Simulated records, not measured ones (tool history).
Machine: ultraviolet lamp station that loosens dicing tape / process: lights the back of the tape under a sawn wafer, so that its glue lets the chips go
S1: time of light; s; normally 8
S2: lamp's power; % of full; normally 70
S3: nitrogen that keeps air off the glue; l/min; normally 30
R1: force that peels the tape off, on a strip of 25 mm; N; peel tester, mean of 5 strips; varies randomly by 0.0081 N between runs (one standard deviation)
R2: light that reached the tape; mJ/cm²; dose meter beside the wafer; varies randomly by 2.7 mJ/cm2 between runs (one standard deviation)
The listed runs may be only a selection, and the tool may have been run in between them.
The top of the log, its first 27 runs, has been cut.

| run | day | S1 | S2 | S3 | R1 | R2 |
|---|---|---|---|---|---|---|
| 28 | 42.238 | 8 | 75 | 9 | 1.129 | 327 |
| 29 | 43.717 | 5 | 75 | 30 | 1.169 | 202 |
| 30 | 45.654 | 6 | 74 | 20 | 1.130 | 239 |
| 31 | 47.067 | 8 | 70 | 13 | 1.013 | 288 |
| 32 | 48.696 | 8 | 70 | 13 | 1.064 | 294 |
| 33 | 50.396 | 5 | 62 | 11 | 3.053 | 157 |
| 34 | 52.188 | 5 | 62 | 11 | 3.202 | 156 |
| 35 | 53.396 | 12 | 67 | 10 | 0.589 | 399 |
| 36 | 54.442 | 12 | 67 | 10 | 0.641 | 397 |
| 37 | 55.712 | 8 | 70 | 33 | 0.556 | 270 |

Here are 3 independent what-if runs from the current tool condition. What would each one return?
| A | 56.846 | 5 | 70 | 30 | ? | ? |
| B | 56.846 | 5 | 70 | 33 | ? | ? |
| C | 56.846 | 9 | 70 | 21 | ? | ? |

| run | R1 | R2 |
|---|---|---|
| A | 1.555 | 168 |
| B | 1.523 | 167 |
| C | 0.614 | 298 |
The same runs, with their run-to-run variation unchanged, on a tool lacking any hidden condition would have given:
| run | R1 | R2 |
|---|---|---|
| A | 0.890 | 223 |
| B | 0.865 | 221 |
| C | 0.323 | 395 |

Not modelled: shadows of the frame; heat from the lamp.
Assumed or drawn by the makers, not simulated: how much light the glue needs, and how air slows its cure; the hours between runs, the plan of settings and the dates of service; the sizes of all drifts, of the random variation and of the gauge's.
